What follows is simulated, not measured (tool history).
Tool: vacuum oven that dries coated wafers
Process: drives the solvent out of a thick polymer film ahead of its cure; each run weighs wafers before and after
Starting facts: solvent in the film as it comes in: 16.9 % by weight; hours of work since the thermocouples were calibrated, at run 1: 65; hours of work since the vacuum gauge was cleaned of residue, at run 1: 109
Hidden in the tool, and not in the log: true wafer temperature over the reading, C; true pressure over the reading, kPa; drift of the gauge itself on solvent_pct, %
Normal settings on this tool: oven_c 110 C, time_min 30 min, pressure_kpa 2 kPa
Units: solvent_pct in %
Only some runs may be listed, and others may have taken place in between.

| run | hour | oven_c | time_min | pressure_kpa | hours of work since the thermocouples were calibrated | hours of work since the vacuum gauge was cleaned of residue | solvent_pct |
|---|---|---|---|---|---|---|---|
| 1 | 0 | 110 | 30 | 2 | 65 | 109 | 2.96 |
| 2 | 27.3 | 110 | 30 | 2 | 86 | 130 | 2.96 |
| 3 | 48.1 | 110 | 30 | 2 | 102 | 146 | 3.08 |
| 4 | 73.5 | 110 | 30 | 2 | 122 | 166 | 2.98 |
| 5 | 100.8 | 110 | 30 | 2 | 143 | 187 | 2.98 |
| 6 | 125.6 | 110 | 30 | 2 | 162 | 206 | 2.99 |
| 7 | 141 | 110 | 42 | 2 | 174 | 218 | 1.97 |
| 8 | 157.8 | 110 | 16 | 2 | 187 | 231 | 5.82 |
| 9 | 178.4 | 110 | 16 | 2 | 203 | 246 | 5.58 |
| 10 | 194.9 | 110 | 30 | 4.25 | 215 | 259 | 4 |
| 11 | 214.9 | 110 | 30 | 4.25 | 231 | 274 | 4.17 |
| 12 | 240.7 | 110 | 30 | 4.25 | 251 | 294 | 4.17 |
| 13 | 260.8 | 110 | 30 | 4.81 | 266 | 310 | 4.28 |
| 14 | 274.6 | 110 | 30 | 4.81 | 277 | 320 | 4.39 |
| 15 | 302 | 110 | 30 | 4.81 | 298 | 342 | 4.4 |
| 16 | 318.3 | 110 | 30 | 4.81 | 310 | 354 | 4.39 |
| 17 | 348.1 | 110 | 30 | 4.81 | 333 | 377 | 4.31 |
| 18 | 366 | 110 | 30 | 2 | 347 | 391 | 3.08 |
| 19 | 382.5 | 110 | 45 | 2 | 360 | 404 | 1.98 |
| 20 | 396.9 | 107 | 30 | 2 | 371 | 415 | 3.75 |
| 21 | 409.6 | 107 | 30 | 2 | 381 | 425 | 3.69 |
| 22 | 438.3 | 107 | 30 | 2 | 403 | 447 | 3.73 |
| 23 | 465.6 | 122 | 25 | 2 | 424 | 468 | 1.7 |
| 24 | 482.1 | 122 | 25 | 2 | 437 | 480 | 1.59 |
| 25 | 500.1 | 122 | 25 | 1.47 | 451 | 494 | 1.46 |
| 26 | 524.1 | 116 | 25 | 2.64 | 469 | 513 | 2.72 |
| 27 | 542.6 | 123 | 37 | 2.63 | 483 | 527 | 1.17 |
| 28 | 567.4 | 123 | 37 | 2.63 | 502 | 546 | 1.09 |
| 29 | 589 | 120 | 47 | 2.63 | 519 | 563 | 1.21 |
| 30 | 614.9 | 116 | 35 | 2.43 | 539 | 583 | 1.86 |
| 31 | 632.3 | 116 | 35 | 2.43 | 552 | 596 | 1.83 |
| 32 | 645.9 | 116 | 30 | 4.16 | 563 | 607 | 2.94 |
| 33 | 671.7 | 110 | 30 | 6.81 | 583 | 626 | 5.15 |
| 34 | 686.3 | 108 | 21 | 1.3 | 594 | 638 | 4.74 |
| 35 | 715.9 | 108 | 21 | 1.3 | 617 | 661 | 4.63 |
| 36 | 741.7 | 108 | 52 | 6.71 | 637 | 680 | 4.45 |
| 37 | 758.2 | 108 | 52 | 6.71 | 649 | 693 | 4.59 |
| 38 | 787.8 | 108 | 52 | 6.71 | 672 | 716 | 4.47 |
| 39 | 809 | 120 | 38 | 2.67 | 689 | 732 | 1.45 |
| 40 | 828.9 | 120 | 29 | 3.77 | 704 | 748 | 2.25 |
| 41 | 853.6 | 110 | 41 | 7.65 | 723 | 767 | 5 |
| 42 | 875.8 | 110 | 41 | 7.65 | 740 | 784 | 4.99 |
| 43 | 892 | 100 | 17 | 7.65 | 753 | 796 | 10.5 |

How would selected steps in solvent_pct from run to run divide? Give the signed amount a tool lacking its hidden state would still show from settings, what came in and random variation, and the signed amount left for the hidden state, including any gauge scatter that is not in both of the compared results.
Run 7 -> 8: time_min 42 -> 16. solvent_pct +3.85 %: hidden state +0, all else +3.85.
Run 9 -> 10: time_min 16 -> 30, pressure_kpa 2 -> 4.25. solvent_pct -1.58 %: hidden state +0.02, all else -1.6.
Run 35 -> 36: time_min 21 -> 52, pressure_kpa 1.3 -> 6.71. solvent_pct -0.18 %: hidden state +0.03, all else -0.21.
Run 38 -> 39: oven_c 108 -> 120, time_min 52 -> 38, pressure_kpa 6.71 -> 2.67. solvent_pct -3.02 %: hidden state -0.02, all else -3.
Run 42 -> 43: oven_c 110 -> 100, time_min 41 -> 17. solvent_pct +5.51 %: hidden state -0.04, all else +5.55.
